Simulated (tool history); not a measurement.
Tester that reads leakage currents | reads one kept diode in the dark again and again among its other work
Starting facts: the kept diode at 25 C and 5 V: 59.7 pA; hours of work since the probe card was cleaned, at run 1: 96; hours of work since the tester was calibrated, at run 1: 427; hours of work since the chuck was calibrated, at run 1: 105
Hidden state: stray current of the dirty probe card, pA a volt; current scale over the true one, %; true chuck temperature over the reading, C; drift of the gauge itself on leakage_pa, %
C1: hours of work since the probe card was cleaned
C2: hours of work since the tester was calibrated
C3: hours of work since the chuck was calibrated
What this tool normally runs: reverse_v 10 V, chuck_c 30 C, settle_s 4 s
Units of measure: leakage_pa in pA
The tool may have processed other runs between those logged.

{"run": 1, "hour": 0.0, "reverse_v": 10, "chuck_c": 30, "settle_s": 4, "C1": 96, "C2": 427, "C3": 105, "leakage_pa": 120.26}
{"run": 2, "hour": 24.6, "reverse_v": 10, "chuck_c": 30, "settle_s": 4, "C1": 115, "C2": 446, "C3": 124, "leakage_pa": 119.79}
{"run": 3, "hour": 53.1, "reverse_v": 10, "chuck_c": 30, "settle_s": 4, "C1": 136, "C2": 467, "C3": 145, "leakage_pa": 119.71}
{"run": 4, "hour": 78.1, "reverse_v": 10, "chuck_c": 56, "settle_s": 4, "C1": 155, "C2": 486, "C3": 164, "leakage_pa": 647.86}
{"run": 5, "hour": 98.3, "reverse_v": 10, "chuck_c": 56, "settle_s": 4, "C1": 170, "C2": 501, "C3": 179, "leakage_pa": 639.65}
{"run": 6, "hour": 130.9, "reverse_v": 10, "chuck_c": 56, "settle_s": 4, "C1": 194, "C2": 525, "C3": 203, "leakage_pa": 645.5}
{"run": 7, "hour": 146.3, "reverse_v": 10, "chuck_c": 56, "settle_s": 4, "C1": 206, "C2": 537, "C3": 215, "leakage_pa": 639.88}
{"run": 8, "hour": 168.5, "reverse_v": 10, "chuck_c": 42, "settle_s": 4, "C1": 223, "C2": 554, "C3": 232, "leakage_pa": 267.98}
{"run": 9, "hour": 190.7, "reverse_v": 10, "chuck_c": 59, "settle_s": 4, "C1": 239, "C2": 570, "C3": 248, "leakage_pa": 765.54}
{"run": 10, "hour": 209.5, "reverse_v": 10, "chuck_c": 59, "settle_s": 4, "C1": 253, "C2": 584, "C3": 262, "leakage_pa": 761.67}
{"run": 11, "hour": 224.6, "reverse_v": 10, "chuck_c": 59, "settle_s": 4, "C1": 265, "C2": 596, "C3": 274, "leakage_pa": 765.75}
{"run": 12, "hour": 245.1, "reverse_v": 10, "chuck_c": 30, "settle_s": 4, "C1": 280, "C2": 611, "C3": 289, "leakage_pa": 118.74}
{"run": 13, "hour": 266.1, "reverse_v": 10, "chuck_c": 30, "settle_s": 4, "C1": 296, "C2": 627, "C3": 305, "leakage_pa": 119.11}
{"run": 14, "hour": 293.8, "reverse_v": 10, "chuck_c": 30, "settle_s": 4, "C1": 317, "C2": 648, "C3": 326, "leakage_pa": 118.81}
{"run": 15, "hour": 319.3, "reverse_v": 6.9, "chuck_c": 30, "settle_s": 4, "C1": 336, "C2": 667, "C3": 345, "leakage_pa": 99.17}
{"run": 16, "hour": 339.5, "reverse_v": 6.9, "chuck_c": 47, "settle_s": 4, "C1": 351, "C2": 682, "C3": 360, "leakage_pa": 304.49}
{"run": 17, "hour": 358.5, "reverse_v": 4, "chuck_c": 47, "settle_s": 4, "C1": 365, "C2": 696, "C3": 374, "leakage_pa": 233.12}
{"run": 18, "hour": 379.9, "reverse_v": 4, "chuck_c": 47, "settle_s": 4, "C1": 381, "C2": 712, "C3": 390, "leakage_pa": 232.68}
{"run": 19, "hour": 401.9, "reverse_v": 4, "chuck_c": 47, "settle_s": 4, "C1": 398, "C2": 729, "C3": 407, "leakage_pa": 231.45}
{"run": 20, "hour": 427.5, "reverse_v": 4, "chuck_c": 47, "settle_s": 4, "C1": 417, "C2": 748, "C3": 426, "leakage_pa": 229.64}
{"run": 21, "hour": 446.3, "reverse_v": 3.5, "chuck_c": 20, "settle_s": 7.57, "C1": 431, "C2": 762, "C3": 440, "leakage_pa": 34}
{"run": 22, "hour": 460.0, "reverse_v": 14.9, "chuck_c": 47, "settle_s": 1.47, "C1": 441, "C2": 772, "C3": 450, "leakage_pa": 446.55}
{"run": 23, "hour": 475.6, "reverse_v": 7.3, "chuck_c": 22, "settle_s": 1.47, "C1": 453, "C2": 784, "C3": 462, "leakage_pa": 58.9}
{"run": 24, "hour": 491.8, "reverse_v": 7.3, "chuck_c": 22, "settle_s": 1.47, "C1": 465, "C2": 796, "C3": 474, "leakage_pa": 58.73}
{"run": 25, "hour": 519.2, "reverse_v": 10, "chuck_c": 30, "settle_s": 0.51, "C1": 486, "C2": 817, "C3": 495, "leakage_pa": 123.78}
{"run": 26, "hour": 542.2, "reverse_v": 5.1, "chuck_c": 44, "settle_s": 1.89, "C1": 503, "C2": 834, "C3": 512, "leakage_pa": 214.03}
{"run": 27, "hour": 561.6, "reverse_v": 5.1, "chuck_c": 44, "settle_s": 1.89, "C1": 517, "C2": 848, "C3": 526, "leakage_pa": 213.28}
{"run": 28, "hour": 582.9, "reverse_v": 1.3, "chuck_c": 30, "settle_s": 3.61, "C1": 533, "C2": 864, "C3": 542, "leakage_pa": 42.48}
{"run": 29, "hour": 604.4, "reverse_v": 1.3, "chuck_c": 33, "settle_s": 3.61, "C1": 549, "C2": 880, "C3": 558, "leakage_pa": 51.86}
{"run": 30, "hour": 618.9, "reverse_v": 1, "chuck_c": 33, "settle_s": 1.09, "C1": 560, "C2": 891, "C3": 569, "leakage_pa": 45.73}
{"run": 31, "hour": 635.5, "reverse_v": 10, "chuck_c": 45, "settle_s": 0.44, "C1": 573, "C2": 904, "C3": 582, "leakage_pa": 322.46}
{"run": 32, "hour": 653.0, "reverse_v": 16.3, "chuck_c": 59, "settle_s": 0.86, "C1": 586, "C2": 917, "C3": 595, "leakage_pa": 956.31}
{"run": 33, "hour": 682.8, "reverse_v": 16.3, "chuck_c": 59, "settle_s": 0.86, "C1": 608, "C2": 939, "C3": 617, "leakage_pa": 955.49}
{"run": 34, "hour": 709.8, "reverse_v": 12, "chuck_c": 30, "settle_s": 0.36, "C1": 628, "C2": 959, "C3": 637, "leakage_pa": 139.13}
{"run": 35, "hour": 738.6, "reverse_v": 12, "chuck_c": 30, "settle_s": 0.36, "C1": 650, "C2": 981, "C3": 659, "leakage_pa": 138.26}
{"run": 36, "hour": 764.1, "reverse_v": 10.8, "chuck_c": 28, "settle_s": 0.36, "C1": 669, "C2": 1000, "C3": 678, "leakage_pa": 115.42}
{"run": 37, "hour": 791.8, "reverse_v": 10.8, "chuck_c": 28, "settle_s": 0.36, "C1": 690, "C2": 1021, "C3": 699, "leakage_pa": 114.69}
{"run": 38, "hour": 807.5, "reverse_v": 4.8, "chuck_c": 31, "settle_s": 1.22, "C1": 702, "C2": 1033, "C3": 711, "leakage_pa": 87.12}
{"run": 39, "hour": 824.5, "reverse_v": 10, "chuck_c": 30, "settle_s": 6.18, "C1": 714, "C2": 1045, "C3": 723, "leakage_pa": 117.03}
{"hour": 851.5, "done": "chuck's temperature calibrated"}
{"run": 40, "hour": 857.3, "reverse_v": 5.9, "chuck_c": 31, "settle_s": 2.64, "C1": 738, "C2": 1069, "C3": 4, "leakage_pa": 103.08}

Consider 4 possible next runs. They are alternatives, not a sequence: every one starts from the tool as it was left by run 40. What does each give?
{"run": "A", "hour": 888.4, "reverse_v": 9, "chuck_c": 34, "settle_s": 4, "C1": 761, "C2": 1092, "C3": 28, "leakage_pa": "?"}
{"run": "B", "hour": 888.4, "reverse_v": 10.3, "chuck_c": 56, "settle_s": 2.28, "C1": 761, "C2": 1092, "C3": 28, "leakage_pa": "?"}
{"run": "C", "hour": 888.4, "reverse_v": 1.2, "chuck_c": 55, "settle_s": 4, "C1": 761, "C2": 1092, "C3": 28, "leakage_pa": "?"}
{"run": "D", "hour": 888.4, "reverse_v": 3, "chuck_c": 40, "settle_s": 0.49, "C1": 761, "C2": 1092, "C3": 28, "leakage_pa": "?"}

run=A leakage_pa=156.16
run=B leakage_pa=668.02
run=C leakage_pa=217.98
run=D leakage_pa=135.4
Take away the tool's hidden state, keep each run's random variation, and the runs would have read:
run=A leakage_pa=152.02
run=B leakage_pa=665.05
run=C leakage_pa=218.16
run=D leakage_pa=134.35
